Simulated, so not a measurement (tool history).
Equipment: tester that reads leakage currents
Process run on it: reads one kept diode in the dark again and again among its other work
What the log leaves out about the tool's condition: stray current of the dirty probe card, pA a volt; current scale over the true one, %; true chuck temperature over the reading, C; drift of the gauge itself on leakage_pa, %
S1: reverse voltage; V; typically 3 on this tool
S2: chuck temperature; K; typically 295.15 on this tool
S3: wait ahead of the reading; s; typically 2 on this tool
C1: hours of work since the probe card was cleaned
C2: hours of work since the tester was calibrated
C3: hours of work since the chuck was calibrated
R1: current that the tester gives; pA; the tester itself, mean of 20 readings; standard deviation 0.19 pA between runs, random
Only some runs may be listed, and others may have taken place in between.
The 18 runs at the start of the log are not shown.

run	hour	S1	S2	S3	C1	C2	C3	R1
19	1236.5	3	314.15	2	471	2078	1267	319.95
20	1336.9	3	314.15	2	512	2120	1308	320.04
21	1377.5	3	314.15	2	529	2136	1325	318.98
22	1449.6	3	298.15	0.55	559	2166	1355	82.06
23	1499.7	1.72	323.15	4.02	579	2187	1375	505.66
24	1591.1	6.55	301.15	2	617	2224	1413	152.04
25	1640.6	2.11	295.15	0.37	637	2245	1433	53.7
26	1735.1	2.11	295.15	0.37	676	2283	1472	54
27	1793.3	2.11	295.15	0.37	700	2307	1496	53.69
28	1892	14.5	309.15	0.37	741	2348	1537	437.95
29	1973.1	5.52	309.15	4.58	774	2381	1570	277.08
30	2040.9	5.52	309.15	4.58	802	2409	1598	278.37
# hour 2051.7: chuck's temperature calibrated
31	2109.5	5.52	309.15	4.58	829	2437	24	277.44
32	2197.6	4.26	314.15	2	865	2473	60	372.79
33	2286.6	4.26	314.15	2	902	2509	97	373.69
34	2342.3	10.04	322.15	8.49	925	2532	119	1035.19
35	2388.7	19.64	294.15	8.49	944	2551	139	131.77
36	2442.3	16.72	294.15	4.76	966	2573	161	123.04
37	2538.8	19.86	310.15	5.8	1006	2613	200	539.39
38	2635.7	5.69	293.15	0.3	1045	2653	240	72.78
39	2725.9	9.5	331.15	2.67	1083	2690	277	1982.88

Each row is a separate what-if for the run after 39, all from the same tool condition, not one after another. Results?
A	2803.1	5.91	325.15	6.56	1114	2722	309	?
B	2803.1	9.5	320.15	2.67	1114	2722	309	?
C	2803.1	4.44	304.15	0.46	1114	2722	309	?
D	2803.1	1.59	306.15	0.91	1114	2722	309	?
E	2803.1	3	303.15	1.73	1114	2722	309	?

run	R1
A	1018.72
B	867.87
C	165.88
D	124.02
E	126.89
What these runs would have given with no unlogged condition in the tool:
run	R1
A	1018.39
B	867.57
C	165.82
D	123.97
E	126.84
